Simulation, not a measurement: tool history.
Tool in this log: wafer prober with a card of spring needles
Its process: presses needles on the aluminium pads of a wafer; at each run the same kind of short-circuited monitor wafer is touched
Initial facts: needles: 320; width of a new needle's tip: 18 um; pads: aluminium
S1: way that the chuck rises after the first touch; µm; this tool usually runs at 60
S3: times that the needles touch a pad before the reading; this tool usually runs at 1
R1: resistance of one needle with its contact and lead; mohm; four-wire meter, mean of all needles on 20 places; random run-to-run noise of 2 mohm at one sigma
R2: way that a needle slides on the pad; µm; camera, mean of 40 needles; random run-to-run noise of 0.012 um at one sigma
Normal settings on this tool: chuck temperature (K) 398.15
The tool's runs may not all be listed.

Run 1, hour 0: usual settings. Result: R1 213 mohm, R2 15.09 µm.
At hour 1.3: tips cleaned on abrasive film.
Run 2, hour 12.3: usual settings. Result: R1 211 mohm, R2 15.06 µm.
At hour 16.8: tips cleaned on abrasive film.
Run 3, hour 28.1: usual settings. Result: R1 212 mohm, R2 15.05 µm.
At hour 32.4: tips cleaned on abrasive film.
At hour 48.4: tips cleaned on abrasive film.
Run 4, hour 53.4: usual settings but S1 54 µm. Result: R1 214 mohm, R2 13.55 µm.
At hour 63.6: tips cleaned on abrasive film.
Run 5, hour 78.2: usual settings. Result: R1 212 mohm, R2 15.07 µm.
At hour 80.6: tips cleaned on abrasive film.
At hour 96.5: tips cleaned on abrasive film.
Run 6, hour 104.2: usual settings. Result: R1 213 mohm, R2 15.04 µm.
At hour 112.6: tips cleaned on abrasive film.
Run 7, hour 120.3: usual settings. Result: R1 212 mohm, R2 15.06 µm.
At hour 127.8: tips cleaned on abrasive film.
At hour 143.4: tips cleaned on abrasive film.
Run 8, hour 145.8: usual settings. Result: R1 211 mohm, R2 15.06 µm.
Run 9, hour 156.5: usual settings but S3 3. Result: R1 210 mohm, R2 15.07 µm.
At hour 160: tips cleaned on abrasive film.
At hour 177.3: tips cleaned on abrasive film.
Run 10, hour 182.2: usual settings. Result: R1 208 mohm, R2 15.04 µm.
At hour 192.5: tips cleaned on abrasive film.
Run 11, hour 194.3: usual settings but S1 51 µm. Result: R1 216 mohm, R2 12.81 µm.
At hour 209.2: tips cleaned on abrasive film.
Run 12, hour 211.2: usual settings but S1 51 µm. Result: R1 215 mohm, R2 12.82 µm.
At hour 224.7: tips cleaned on abrasive film.
Run 13, hour 224.7: usual settings but S1 51 µm. Result: R1 213 mohm, R2 12.8 µm.
At hour 240.6: tips cleaned on abrasive film.
Run 14, hour 243.5: usual settings but S1 51 µm. Result: R1 217 mohm, R2 12.8 µm.
At hour 256.9: tips cleaned on abrasive film.
Run 15, hour 269.3: usual settings but S1 58 µm, chuck temperature (K) 301.15, S3 2. Result: R1 189 mohm, R2 14.55 µm.
At hour 273.1: tips cleaned on abrasive film.
At hour 273.4: height of the first contact set anew.
At hour 288.5: tips cleaned on abrasive film.
Run 16, hour 289.5: usual settings but S1 58 µm, chuck temperature (K) 301.15, S3 2. Result: R1 188 mohm, R2 14.56 µm.
At hour 305.3: tips cleaned on abrasive film.
Run 17, hour 309.6: usual settings but S1 58 µm, chuck temperature (K) 301.15, S3 2. Result: R1 186 mohm, R2 14.56 µm.
At hour 321.1: tips cleaned on abrasive film.
Run 18, hour 331.3: usual settings but S1 58 µm, chuck temperature (K) 301.15, S3 2. Result: R1 188 mohm, R2 14.55 µm.
At hour 337.2: tips cleaned on abrasive film.
Run 19, hour 342.8: usual settings but S3 2. Result: R1 210 mohm, R2 15.06 µm.
At hour 352.7: tips cleaned on abrasive film.
Run 20, hour 359.7: usual settings but chuck temperature (K) 382.15, S3 2. Result: R1 206 mohm, R2 15.08 µm.

Predict the results of run 21:
At hour 368.7: tips cleaned on abrasive film.
Run 21, hour 372.4: usual settings but S1 42 µm, chuck temperature (K) 306.15, S3 2. Result: R1 ?, R2 ?.

Run 21 measured R1 202 mohm, R2 10.55 µm.
Were there no unlogged condition in the tool, this run, its random variation unchanged, would have produced R1 201 mohm, R2 10.55 µm.

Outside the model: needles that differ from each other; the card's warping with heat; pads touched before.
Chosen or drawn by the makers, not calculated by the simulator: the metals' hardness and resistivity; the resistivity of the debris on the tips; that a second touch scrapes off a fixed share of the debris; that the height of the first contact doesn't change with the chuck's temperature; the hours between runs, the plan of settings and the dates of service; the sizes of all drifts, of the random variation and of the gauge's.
